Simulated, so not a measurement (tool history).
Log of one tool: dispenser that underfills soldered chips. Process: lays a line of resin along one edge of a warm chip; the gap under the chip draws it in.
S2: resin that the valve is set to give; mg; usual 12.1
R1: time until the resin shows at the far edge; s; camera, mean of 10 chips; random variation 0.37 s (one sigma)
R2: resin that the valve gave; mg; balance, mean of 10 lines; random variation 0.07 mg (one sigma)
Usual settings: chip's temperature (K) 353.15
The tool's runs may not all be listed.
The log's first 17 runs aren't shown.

At day 3.104: new syringe of resin.
Run 18, day 3.262: usual settings. Result: R1 23.2 s, R2 11.48 mg.
Run 19, day 3.500: usual settings. Result: R1 26.2 s, R2 11.55 mg.
At day 3.667: new syringe of resin.
Run 20, day 3.746: usual settings but S2 15.4 mg. Result: R1 22.6 s, R2 14.67 mg.
Run 21, day 3.954: usual settings but chip's temperature (K) 364.15, S2 15.4 mg. Result: R1 16.1 s, R2 14.40 mg.
Run 22, day 4.100: usual settings but chip's temperature (K) 364.15, S2 15.4 mg. Result: R1 18.2 s, R2 14.38 mg.
At day 4.229: new syringe of resin.
At day 4.329: dispensing valve cleaned and set on the balance.
Run 23, day 4.346: usual settings but chip's temperature (K) 365.15, S2 12.3 mg. Result: R1 14.7 s, R2 12.23 mg.
Run 24, day 4.467: usual settings but chip's temperature (K) 344.15, S2 15.0 mg. Result: R1 34.6 s, R2 14.92 mg.
Run 25, day 4.675: usual settings but chip's temperature (K) 344.15, S2 15.0 mg. Result: R1 38.8 s, R2 14.99 mg.
At day 4.838: new syringe of resin.
Run 26, day 4.921: usual settings but S2 12.8 mg. Result: R1 22.3 s, R2 12.69 mg.
Run 27, day 5.058: usual settings but S2 12.8 mg. Result: R1 23.4 s, R2 12.62 mg.
Run 28, day 5.192: usual settings but chip's temperature (K) 366.15, S2 12.9 mg. Result: R1 16.2 s, R2 12.51 mg.
Run 29, day 5.358: usual settings but chip's temperature (K) 359.15, S2 11.3 mg. Result: R1 23.9 s, R2 11.07 mg.
At day 5.404: new syringe of resin.
Run 30, day 5.612: usual settings but chip's temperature (K) 350.15, S2 15.1 mg. Result: R1 26.2 s, R2 14.61 mg.
Run 31, day 5.788: usual settings but S2 12.8 mg. Result: R1 26.4 s, R2 12.38 mg.
At day 5.962: new syringe of resin.
Run 32, day 5.975: usual settings but S2 12.8 mg. Result: R1 20.9 s, R2 12.48 mg.
Run 33, day 6.096: usual settings but chip's temperature (K) 345.15, S2 13.6 mg. Result: R1 31.6 s, R2 13.15 mg.
Run 34, day 6.338: usual settings but chip's temperature (K) 345.15, S2 13.6 mg. Result: R1 36.4 s, R2 13.03 mg.
At day 6.525: new syringe of resin.
Run 35, day 6.583: usual settings but chip's temperature (K) 343.15, S2 12.4 mg. Result: R1 32.7 s, R2 11.89 mg.
Run 36, day 6.775: usual settings but chip's temperature (K) 355.15, S2 10.6 mg. Result: R1 24.0 s, R2 10.11 mg.
Run 37, day 6.917: usual settings but chip's temperature (K) 347.15, S2 11.3 mg. Result: R1 34.7 s, R2 10.67 mg.

Forecast each of these 3 alternatives for the next run:
Run A, day 7.067: usual settings but chip's temperature (K) 361.15, S2 10.3 mg. Result: R1 ?, R2 ?.
Run B, day 7.067: usual settings but chip's temperature (K) 341.15, S2 14.0 mg. Result: R1 ?, R2 ?.
Run C, day 7.067: usual settings but chip's temperature (K) 363.15, S2 11.1 mg. Result: R1 ?, R2 ?.

run    R1     R2
  A  24.3   9.82
  B  46.8  13.22
  C  21.2  10.65
Without the tool's hidden state the same runs would have given:
run    R1     R2
  A  17.2  10.35
  B  33.3  13.93
  C  15.0  11.21

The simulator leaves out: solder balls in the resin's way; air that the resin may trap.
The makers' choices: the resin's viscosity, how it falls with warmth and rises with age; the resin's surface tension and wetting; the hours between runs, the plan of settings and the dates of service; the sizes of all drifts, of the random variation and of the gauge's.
